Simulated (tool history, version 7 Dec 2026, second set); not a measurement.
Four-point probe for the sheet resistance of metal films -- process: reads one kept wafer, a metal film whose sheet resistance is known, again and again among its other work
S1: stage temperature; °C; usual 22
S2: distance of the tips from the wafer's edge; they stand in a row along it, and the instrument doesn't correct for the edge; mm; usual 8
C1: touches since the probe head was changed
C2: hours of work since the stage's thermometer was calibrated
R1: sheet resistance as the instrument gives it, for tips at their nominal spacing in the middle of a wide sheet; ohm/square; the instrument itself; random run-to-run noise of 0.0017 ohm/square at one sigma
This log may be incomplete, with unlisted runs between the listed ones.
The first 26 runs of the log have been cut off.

run,hour,S1,S2,C1,C2,R1
27,456.6,19,4,21668,18,8.742728
28,467.7,27,65,22021,23,8.371631
29,481.1,21,65,22448,30,8.444956
30,499.6,35,51,23037,39,8.289255
31,516.3,25,4,23569,47,8.668408
32,534.3,34,22,24143,56,8.305948
# hour 541.9: stage's thermometer calibrated, once more
33,552.0,20,3,24689,5,8.936178
34,566.6,24,6,25154,12,8.535147
35,582.6,26,24,25664,20,8.396137
36,597.7,23,12,26145,27,8.451549
37,616.9,23,12,26758,37,8.457224
38,639.9,23,74,27492,48,8.424915

Run 39 comes next. What will it give?
39,658.5,25,18,28085,57,?

Run 39 measured R1 8.415582 ohm/square.
Minus the tool's unlogged condition, the same run would have read R1 8.384517 ohm/square.
